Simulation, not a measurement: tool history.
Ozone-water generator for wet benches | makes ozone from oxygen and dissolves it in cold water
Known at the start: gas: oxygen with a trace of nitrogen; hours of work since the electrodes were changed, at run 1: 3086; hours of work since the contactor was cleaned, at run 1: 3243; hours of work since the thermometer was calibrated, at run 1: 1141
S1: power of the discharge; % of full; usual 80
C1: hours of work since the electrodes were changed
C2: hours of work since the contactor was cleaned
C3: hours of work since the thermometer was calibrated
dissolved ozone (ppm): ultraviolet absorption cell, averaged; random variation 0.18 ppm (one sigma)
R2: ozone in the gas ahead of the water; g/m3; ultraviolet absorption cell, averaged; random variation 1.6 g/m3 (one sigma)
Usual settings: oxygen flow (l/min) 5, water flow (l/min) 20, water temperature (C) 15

{"run": 1, "hour": 0.0, "S1": 80, "oxygen flow (l/min)": 5, "water flow (l/min)": 20, "water temperature (C)": 15, "C1": 3086, "C2": 3243, "C3": 1141, "dissolved ozone (ppm)": 23.8, "R2": 277.1}
{"run": 2, "hour": 115.9, "S1": 80, "oxygen flow (l/min)": 5, "water flow (l/min)": 20, "water temperature (C)": 15, "C1": 3171, "C2": 3328, "C3": 1226, "dissolved ozone (ppm)": 23.8, "R2": 275.6}
{"run": 3, "hour": 259.1, "S1": 76, "oxygen flow (l/min)": 5, "water flow (l/min)": 20, "water temperature (C)": 15, "C1": 3276, "C2": 3433, "C3": 1330, "dissolved ozone (ppm)": 22.8, "R2": 267.1}
{"run": 4, "hour": 440.1, "S1": 80, "oxygen flow (l/min)": 8.78, "water flow (l/min)": 20, "water temperature (C)": 15, "C1": 3408, "C2": 3565, "C3": 1463, "dissolved ozone (ppm)": 25.1, "R2": 217.6}
{"run": 5, "hour": 537.0, "S1": 80, "oxygen flow (l/min)": 5.2, "water flow (l/min)": 20, "water temperature (C)": 15, "C1": 3479, "C2": 3636, "C3": 1534, "dissolved ozone (ppm)": 23.5, "R2": 269}
{"run": 6, "hour": 658.0, "S1": 80, "oxygen flow (l/min)": 5.2, "water flow (l/min)": 20, "water temperature (C)": 15, "C1": 3568, "C2": 3725, "C3": 1622, "dissolved ozone (ppm)": 23.5, "R2": 271}
{"run": 7, "hour": 853.3, "S1": 80, "oxygen flow (l/min)": 5.2, "water flow (l/min)": 20, "water temperature (C)": 15, "C1": 3710, "C2": 3867, "C3": 1765, "dissolved ozone (ppm)": 23.4, "R2": 268.6}
{"run": 8, "hour": 1072.5, "S1": 80, "oxygen flow (l/min)": 5.2, "water flow (l/min)": 20, "water temperature (C)": 15, "C1": 3871, "C2": 4028, "C3": 1926, "dissolved ozone (ppm)": 23.3, "R2": 267.9}
{"run": 9, "hour": 1295.0, "S1": 80, "oxygen flow (l/min)": 5.2, "water flow (l/min)": 20, "water temperature (C)": 15, "C1": 4034, "C2": 4191, "C3": 2088, "dissolved ozone (ppm)": 23.5, "R2": 264.9}
{"run": 10, "hour": 1466.7, "S1": 80, "oxygen flow (l/min)": 5.2, "water flow (l/min)": 20, "water temperature (C)": 15, "C1": 4159, "C2": 4316, "C3": 2214, "dissolved ozone (ppm)": 23, "R2": 266.8}
{"run": 11, "hour": 1656.2, "S1": 80, "oxygen flow (l/min)": 5.2, "water flow (l/min)": 20, "water temperature (C)": 15, "C1": 4298, "C2": 4455, "C3": 2353, "dissolved ozone (ppm)": 23, "R2": 263.1}
{"run": 12, "hour": 1861.6, "S1": 80, "oxygen flow (l/min)": 5.2, "water flow (l/min)": 20, "water temperature (C)": 15, "C1": 4448, "C2": 4605, "C3": 2503, "dissolved ozone (ppm)": 23.2, "R2": 262.9}
{"hour": 1876.0, "done": "water thermometer calibrated"}
{"run": 13, "hour": 2067.3, "S1": 80, "oxygen flow (l/min)": 5.2, "water flow (l/min)": 20, "water temperature (C)": 7, "C1": 4599, "C2": 4756, "C3": 140, "dissolved ozone (ppm)": 25.5, "R2": 260.9}
{"run": 14, "hour": 2289.2, "S1": 97, "oxygen flow (l/min)": 3.68, "water flow (l/min)": 20, "water temperature (C)": 14, "C1": 4761, "C2": 4918, "C3": 302, "dissolved ozone (ppm)": 24.4, "R2": 342.4}
{"run": 15, "hour": 2429.0, "S1": 97, "oxygen flow (l/min)": 3.68, "water flow (l/min)": 20, "water temperature (C)": 14, "C1": 4863, "C2": 5020, "C3": 405, "dissolved ozone (ppm)": 24.1, "R2": 343.6}
{"run": 16, "hour": 2638.3, "S1": 65, "oxygen flow (l/min)": 5, "water flow (l/min)": 22, "water temperature (C)": 10, "C1": 5016, "C2": 5173, "C3": 558, "dissolved ozone (ppm)": 19.3, "R2": 233.3}
{"hour": 2811.0, "done": "water thermometer calibrated, once more"}
{"run": 17, "hour": 2852.0, "S1": 65, "oxygen flow (l/min)": 5, "water flow (l/min)": 22, "water temperature (C)": 10, "C1": 5172, "C2": 5329, "C3": 30, "dissolved ozone (ppm)": 19, "R2": 232}
{"run": 18, "hour": 3046.8, "S1": 65, "oxygen flow (l/min)": 5, "water flow (l/min)": 22, "water temperature (C)": 10, "C1": 5315, "C2": 5472, "C3": 173, "dissolved ozone (ppm)": 18.9, "R2": 231}
{"run": 19, "hour": 3158.3, "S1": 65, "oxygen flow (l/min)": 5, "water flow (l/min)": 22, "water temperature (C)": 10, "C1": 5397, "C2": 5554, "C3": 254, "dissolved ozone (ppm)": 18.9, "R2": 230.7}
{"run": 20, "hour": 3335.3, "S1": 80, "oxygen flow (l/min)": 7.04, "water flow (l/min)": 20, "water temperature (C)": 19, "C1": 5526, "C2": 5683, "C3": 384, "dissolved ozone (ppm)": 21.9, "R2": 228.3}
{"run": 21, "hour": 3490.0, "S1": 80, "oxygen flow (l/min)": 3.39, "water flow (l/min)": 15, "water temperature (C)": 14, "C1": 5639, "C2": 5796, "C3": 497, "dissolved ozone (ppm)": 27.7, "R2": 306.5}
{"run": 22, "hour": 3673.6, "S1": 80, "oxygen flow (l/min)": 7.49, "water flow (l/min)": 15, "water temperature (C)": 10, "C1": 5774, "C2": 5931, "C3": 631, "dissolved ozone (ppm)": 32.5, "R2": 222.4}
{"run": 23, "hour": 3894.7, "S1": 80, "oxygen flow (l/min)": 3.99, "water flow (l/min)": 13, "water temperature (C)": 10, "C1": 5935, "C2": 6092, "C3": 793, "dissolved ozone (ppm)": 33.8, "R2": 284.8}
{"run": 24, "hour": 4116.3, "S1": 80, "oxygen flow (l/min)": 3.99, "water flow (l/min)": 13, "water temperature (C)": 10, "C1": 6098, "C2": 6255, "C3": 955, "dissolved ozone (ppm)": 34.4, "R2": 282.2}

4 ways to go on from here, each from the tool as it stands after run 24. What would each give?
{"run": "A", "hour": 4290.8, "S1": 80, "oxygen flow (l/min)": 3.18, "water flow (l/min)": 20, "water temperature (C)": 15, "C1": 6225, "C2": 6382, "C3": 1083, "dissolved ozone (ppm)": "?", "R2": "?"}
{"run": "B", "hour": 4290.8, "S1": 80, "oxygen flow (l/min)": 5, "water flow (l/min)": 20, "water temperature (C)": 11, "C1": 6225, "C2": 6382, "C3": 1083, "dissolved ozone (ppm)": "?", "R2": "?"}
{"run": "C", "hour": 4290.8, "S1": 80, "oxygen flow (l/min)": 6.1, "water flow (l/min)": 14, "water temperature (C)": 15, "C1": 6225, "C2": 6382, "C3": 1083, "dissolved ozone (ppm)": "?", "R2": "?"}
{"run": "D", "hour": 4290.8, "S1": 80, "oxygen flow (l/min)": 3.52, "water flow (l/min)": 13, "water temperature (C)": 10, "C1": 6225, "C2": 6382, "C3": 1083, "dissolved ozone (ppm)": "?", "R2": "?"}

run=A dissolved_ozone_(ppm)=19.5 R2=309.5
run=B dissolved_ozone_(ppm)=22.7 R2=260.5
run=C dissolved_ozone_(ppm)=31.3 R2=238.6
run=D dissolved_ozone_(ppm)=33.5 R2=295.9
Without the tool's hidden state the same runs would have given:
run=A dissolved_ozone_(ppm)=22.9 R2=353.8
run=B dissolved_ozone_(ppm)=26.7 R2=297.7
run=C dissolved_ozone_(ppm)=36.7 R2=272.9
run=D dissolved_ozone_(ppm)=39.2 R2=338.3

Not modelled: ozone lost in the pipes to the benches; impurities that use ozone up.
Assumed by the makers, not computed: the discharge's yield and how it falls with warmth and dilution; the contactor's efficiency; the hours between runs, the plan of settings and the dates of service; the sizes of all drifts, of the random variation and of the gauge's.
